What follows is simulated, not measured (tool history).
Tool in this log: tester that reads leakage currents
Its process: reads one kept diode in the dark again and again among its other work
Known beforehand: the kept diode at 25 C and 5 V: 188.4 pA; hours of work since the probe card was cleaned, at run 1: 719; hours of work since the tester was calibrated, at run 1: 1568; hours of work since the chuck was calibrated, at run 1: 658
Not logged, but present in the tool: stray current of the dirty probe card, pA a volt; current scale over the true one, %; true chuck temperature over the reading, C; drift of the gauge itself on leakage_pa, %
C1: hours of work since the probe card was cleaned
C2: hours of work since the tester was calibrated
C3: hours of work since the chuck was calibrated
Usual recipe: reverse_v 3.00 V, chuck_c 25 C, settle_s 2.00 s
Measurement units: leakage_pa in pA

run 1 hour=0.0 | reverse_v=3.00 chuck_c=25 settle_s=2.00 | C1=719 C2=1568 C3=658 | leakage_pa=160.01
run 2 hour=58.4 | reverse_v=3.00 chuck_c=25 settle_s=2.00 | C1=743 C2=1592 C3=683 | leakage_pa=159.95
run 3 hour=117.5 | reverse_v=3.00 chuck_c=25 settle_s=2.00 | C1=768 C2=1617 C3=708 | leakage_pa=159.56
run 4 hour=169.6 | reverse_v=3.00 chuck_c=25 settle_s=2.00 | C1=790 C2=1639 C3=730 | leakage_pa=160.39
run 5 hour=212.7 | reverse_v=1.03 chuck_c=25 settle_s=2.00 | C1=808 C2=1657 C3=748 | leakage_pa=112.93
run 6 hour=238.9 | reverse_v=3.00 chuck_c=30 settle_s=2.00 | C1=819 C2=1669 C3=759 | leakage_pa=226.69
run 7 hour=270.1 | reverse_v=3.00 chuck_c=30 settle_s=2.00 | C1=833 C2=1682 C3=772 | leakage_pa=227.90
run 8 hour=300.9 | reverse_v=3.00 chuck_c=30 settle_s=2.00 | C1=846 C2=1695 C3=785 | leakage_pa=227.82
run 9 hour=345.8 | reverse_v=3.00 chuck_c=30 settle_s=2.00 | C1=865 C2=1714 C3=804 | leakage_pa=228.23
run 10 hour=406.2 | reverse_v=3.00 chuck_c=30 settle_s=8.02 | C1=890 C2=1739 C3=830 | leakage_pa=227.53
run 11 hour=452.6 | reverse_v=3.00 chuck_c=30 settle_s=8.02 | C1=910 C2=1759 C3=849 | leakage_pa=226.84
run 12 hour=499.9 | reverse_v=3.00 chuck_c=56 settle_s=2.00 | C1=930 C2=1779 C3=869 | leakage_pa=1205.51
run 13 hour=525.9 | reverse_v=3.00 chuck_c=56 settle_s=2.00 | C1=941 C2=1790 C3=880 | leakage_pa=1206.45
run 14 hour=577.1 | reverse_v=3.00 chuck_c=50 settle_s=2.00 | C1=962 C2=1811 C3=902 | leakage_pa=835.79
run 15 hour=624.6 | reverse_v=3.00 chuck_c=50 settle_s=2.00 | C1=982 C2=1831 C3=922 | leakage_pa=838.73
run 16 hour=658.4 | reverse_v=11.56 chuck_c=38 settle_s=2.00 | C1=996 C2=1845 C3=936 | leakage_pa=603.37
run 17 hour=692.9 | reverse_v=16.91 chuck_c=28 settle_s=2.00 | C1=1011 C2=1860 C3=951 | leakage_pa=345.21
run 18 hour=723.3 | reverse_v=12.30 chuck_c=23 settle_s=1.01 | C1=1024 C2=1873 C3=963 | leakage_pa=220.70
run 19 hour=756.4 | reverse_v=3.00 chuck_c=24 settle_s=6.16 | C1=1038 C2=1887 C3=977 | leakage_pa=149.31
run 20 hour=784.7 | reverse_v=3.00 chuck_c=24 settle_s=6.16 | C1=1050 C2=1899 C3=989 | leakage_pa=148.42
run 21 hour=830.9 | reverse_v=3.00 chuck_c=41 settle_s=5.78 | C1=1069 C2=1918 C3=1009 | leakage_pa=475.55
run 22 hour=893.4 | reverse_v=12.32 chuck_c=25 settle_s=2.15 | C1=1096 C2=1945 C3=1035 | leakage_pa=252.50
run 23 hour=950.6 | reverse_v=5.57 chuck_c=36 settle_s=9.16 | C1=1120 C2=1969 C3=1059 | leakage_pa=419.67
run 24 hour=1008.7 | reverse_v=10.53 chuck_c=24 settle_s=0.85 | C1=1144 C2=1993 C3=1084 | leakage_pa=224.25
run 25 hour=1034.1 | reverse_v=3.30 chuck_c=50 settle_s=1.98 | C1=1155 C2=2004 C3=1095 | leakage_pa=860.45
run 26 hour=1067.0 | reverse_v=3.30 chuck_c=58 settle_s=1.98 | C1=1169 C2=2018 C3=1108 | leakage_pa=1394.78
-- hour=1073.1 chuck's temperature calibrated
run 27 hour=1116.7 | reverse_v=3.30 chuck_c=58 settle_s=1.98 | C1=1189 C2=2038 C3=18 | leakage_pa=1387.69
run 28 hour=1154.7 | reverse_v=3.30 chuck_c=58 settle_s=1.98 | C1=1205 C2=2054 C3=34 | leakage_pa=1393.97

Predict each of these 4 candidate next runs independently; none follows another, all start after run 28:
run A hour=1214.6 | reverse_v=7.29 chuck_c=25 settle_s=4.33 | C1=1230 C2=2079 C3=60 | leakage_pa=?
run B hour=1214.6 | reverse_v=16.65 chuck_c=25 settle_s=0.49 | C1=1230 C2=2079 C3=60 | leakage_pa=?
run C hour=1214.6 | reverse_v=3.00 chuck_c=49 settle_s=0.65 | C1=1230 C2=2079 C3=60 | leakage_pa=?
run D hour=1214.6 | reverse_v=4.35 chuck_c=34 settle_s=4.04 | C1=1230 C2=2079 C3=60 | leakage_pa=?

run=A leakage_pa=214.58
run=B leakage_pa=284.97
run=C leakage_pa=795.49
run=D leakage_pa=337.17
Without the tool's unlogged condition, the same runs would have read:
run=A leakage_pa=214.49
run=B leakage_pa=284.78
run=C leakage_pa=795.37
run=D leakage_pa=337.10

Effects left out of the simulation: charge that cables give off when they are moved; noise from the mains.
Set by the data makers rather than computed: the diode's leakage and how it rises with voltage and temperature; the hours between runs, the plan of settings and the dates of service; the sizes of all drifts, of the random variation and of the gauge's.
